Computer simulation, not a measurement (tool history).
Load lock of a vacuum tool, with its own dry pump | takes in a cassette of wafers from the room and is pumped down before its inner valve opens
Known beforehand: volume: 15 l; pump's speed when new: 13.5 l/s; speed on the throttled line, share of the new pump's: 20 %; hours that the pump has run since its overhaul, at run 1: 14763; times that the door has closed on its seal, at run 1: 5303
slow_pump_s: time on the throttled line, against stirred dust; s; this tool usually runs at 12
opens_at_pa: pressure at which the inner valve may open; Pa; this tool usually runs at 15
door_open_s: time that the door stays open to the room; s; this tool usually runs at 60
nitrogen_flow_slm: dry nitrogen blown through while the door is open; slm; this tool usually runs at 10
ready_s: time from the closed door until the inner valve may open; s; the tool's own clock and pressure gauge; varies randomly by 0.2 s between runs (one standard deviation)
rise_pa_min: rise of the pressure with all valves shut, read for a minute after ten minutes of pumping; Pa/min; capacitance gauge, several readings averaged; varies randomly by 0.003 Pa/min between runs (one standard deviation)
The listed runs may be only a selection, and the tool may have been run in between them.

run,hour,slow_pump_s,opens_at_pa,door_open_s,nitrogen_flow_slm,hours that the pump has run since its overhaul,times that the door has closed on its seal,"incoming humidity of the room's air, %",ready_s,rise_pa_min
1,0,12,15,60,10,14763,5303,46.5,21,0.07
2,220.2,12,15,60,10,14983,5544,44.6,20.7,0.063
3,447.7,12,15,60,10,15211,5792,45.3,21.2,0.069
4,756.9,12,15,60,10,15520,6130,46,21.6,0.063
5,1036.7,12,15,60,10,15800,6435,41.1,21.2,0.066
6,1206.7,12,27,60,10,15970,6621,44.4,20.2,0.071
7,1399,12,27,60,10,16162,6831,43.2,20.1,0.071
8,1739.7,13,15,60,10,16503,7203,45,22,0.073
9,2065.5,13,15,60,10,16829,7559,48.6,21.9,0.074
10,2388.2,12,17,60,10,17151,7912,42.3,21,0.068
11,2630.1,6,15,60,10,17393,8176,45.6,16.7,0.075
12,2920.3,12,15,60,10,17683,8493,45.5,21.5,0.074
13,3257.7,12,15,60,10,18021,8861,45.1,21.6,0.076
14,3491.7,12,27,72,10,18255,9117,48,20.6,0.08
15,3754.8,13,20,199,12,18518,9404,45.1,22.1,0.109
16,3941.1,7,17,199,12,18704,9608,45.3,17.6,0.109
17,4087.7,15,15,60,22,18851,9768,45.7,23.3,0.066
18,4236.5,15,16,60,27,19000,9931,43.8,23.5,0.063
19,4439.1,14,15,93,10,19202,10152,42.1,23.1,0.09
20,4588.7,14,15,93,10,19352,10315,46.5,23.4,0.094
21,4745.9,14,15,93,10,19509,10487,47.7,22.7,0.104
22,5073.6,14,15,93,10,19837,10845,44.4,23,0.097
23,5378.4,7,15,86,10,20142,11178,47.2,17.8,0.098
24,5621.8,8,10,86,20,20385,11444,47.1,19.1,0.087
25,5821,12,15,86,10,20584,11661,43.5,21.6,0.091

Below are 5 alternative next runs, each starting from the tool's condition after run 25. Predict each:
A,6093.8,9,15,60,4,20857,11959,44.6,?,?
B,6093.8,10,15,108,7,20857,11959,46.2,?,?
C,6093.8,10,15,86,10,20857,11959,44.6,?,?
D,6093.8,8,15,39,5,20857,11959,40.8,?,?
E,6093.8,12,10,86,15,20857,11959,42.8,?,?

run,ready_s,rise_pa_min
A,19.5,0.097
B,20.5,0.11
C,20.3,0.101
D,18.6,0.09
E,22,0.087
Without the tool's unlogged condition, the same runs would have read:
run,ready_s,rise_pa_min
A,17,0.053
B,18.1,0.065
C,17.8,0.056
D,16.1,0.045
E,19.5,0.042
